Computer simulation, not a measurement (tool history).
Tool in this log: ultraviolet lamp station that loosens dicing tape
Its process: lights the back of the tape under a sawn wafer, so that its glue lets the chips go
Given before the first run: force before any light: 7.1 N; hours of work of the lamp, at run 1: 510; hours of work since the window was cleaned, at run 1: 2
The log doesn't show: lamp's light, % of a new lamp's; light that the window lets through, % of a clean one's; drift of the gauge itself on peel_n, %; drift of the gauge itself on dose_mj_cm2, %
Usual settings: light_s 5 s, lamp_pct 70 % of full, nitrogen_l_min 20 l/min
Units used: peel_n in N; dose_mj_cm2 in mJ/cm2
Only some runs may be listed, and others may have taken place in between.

| run | hour | light_s | lamp_pct | nitrogen_l_min | hours of work of the lamp | hours of work since the window was cleaned | peel_n | dose_mj_cm2 |
|---|---|---|---|---|---|---|---|---|
| 1 | 0.0 | 5 | 70 | 20 | 510 | 2 | 1.179 | 254 |
| 2 | 21.2 | 5 | 70 | 20 | 523 | 15 | 1.198 | 253 |
| 3 | 36.8 | 5 | 70 | 20 | 533 | 25 | 1.207 | 246 |
| 4 | 57.3 | 5 | 70 | 20 | 546 | 38 | 1.264 | 240 |
| 5 | 75.4 | 5 | 70 | 20 | 557 | 49 | 1.292 | 238 |
| 6 | 90.4 | 4 | 70 | 20 | 567 | 58 | 1.811 | 188 |
| 7 | 115.9 | 4 | 70 | 20 | 582 | 74 | 1.879 | 186 |
| 8 | 138.6 | 4 | 70 | 20 | 597 | 88 | 1.811 | 183 |
| 9 | 171.8 | 4 | 70 | 20 | 617 | 109 | 1.962 | 177 |
| 10 | 200.0 | 5 | 70 | 18 | 635 | 127 | 1.538 | 220 |
| 11 | 233.0 | 5 | 70 | 20 | 656 | 147 | 1.544 | 216 |
| 12 | 264.2 | 5 | 70 | 29 | 675 | 167 | 1.221 | 210 |
| 13 | 291.7 | 5 | 70 | 29 | 692 | 184 | 1.283 | 205 |
| 14 | 316.6 | 5 | 70 | 20 | 708 | 199 | 1.698 | 201 |
|  | 341.9 | window cleaned of glue's vapour |
| 15 | 347.1 | 5 | 70 | 29 | 726 | 3 | 1.031 | 239 |
| 16 | 370.0 | 5 | 70 | 29 | 741 | 18 | 1.085 | 232 |
| 17 | 397.5 | 5 | 70 | 29 | 758 | 35 | 1.040 | 225 |
| 18 | 419.3 | 5 | 70 | 29 | 771 | 48 | 1.117 | 225 |
| 19 | 450.9 | 6 | 65 | 20 | 791 | 68 | 1.241 | 243 |
| 20 | 468.2 | 6 | 65 | 20 | 802 | 79 | 1.255 | 241 |
| 21 | 487.9 | 8 | 70 | 12 | 814 | 91 | 1.002 | 337 |
| 22 | 520.0 | 5 | 62 | 12 | 834 | 111 | 2.456 | 186 |
| 23 | 550.9 | 5 | 62 | 12 | 854 | 130 | 2.416 | 177 |
| 24 | 565.3 | 5 | 62 | 12 | 863 | 139 | 2.502 | 179 |
| 25 | 581.7 | 5 | 80 | 18 | 873 | 150 | 1.513 | 228 |
| 26 | 608.4 | 5 | 80 | 18 | 889 | 166 | 1.534 | 228 |
| 27 | 633.3 | 5 | 65 | 20 | 905 | 182 | 1.982 | 178 |
| 28 | 662.6 | 5 | 81 | 16 | 923 | 200 | 1.702 | 215 |
| 29 | 681.3 | 6 | 82 | 37 | 935 | 212 | 0.668 | 258 |
|  | 689.4 | window cleaned of glue's vapour |
| 30 | 708.2 | 5 | 85 | 11 | 951 | 12 | 1.675 | 261 |
| 31 | 723.8 | 5 | 78 | 19 | 961 | 21 | 1.358 | 241 |
| 32 | 739.0 | 8 | 96 | 20 | 971 | 31 | 0.278 | 465 |
| 33 | 768.7 | 3 | 70 | 20 | 989 | 49 | 2.914 | 128 |
| 34 | 787.1 | 3 | 70 | 20 | 1001 | 61 | 2.928 | 122 |
| 35 | 807.4 | 8 | 83 | 25 | 1013 | 74 | 0.380 | 382 |
| 36 | 825.2 | 8 | 83 | 25 | 1024 | 85 | 0.396 | 375 |

Forecast each of these 5 alternatives for the next run:
| A | 848.0 | 5 | 70 | 18 | 1039 | 99 | ? | ? |
| B | 848.0 | 5 | 62 | 16 | 1039 | 99 | ? | ? |
| C | 848.0 | 5 | 83 | 10 | 1039 | 99 | ? | ? |
| D | 848.0 | 2 | 70 | 6 | 1039 | 99 | ? | ? |
| E | 848.0 | 5 | 91 | 17 | 1039 | 99 | ? | ? |

| run | peel_n | dose_mj_cm2 |
|---|---|---|
| A | 1.850 | 194 |
| B | 2.224 | 174 |
| C | 2.088 | 229 |
| D | 5.047 | 81 |
| E | 1.294 | 256 |
What these runs would have given with no unlogged condition in the tool:
| run | peel_n | dose_mj_cm2 |
|---|---|---|
| A | 0.979 | 289 |
| B | 1.292 | 258 |
| C | 1.164 | 340 |
| D | 4.293 | 119 |
| E | 0.588 | 379 |
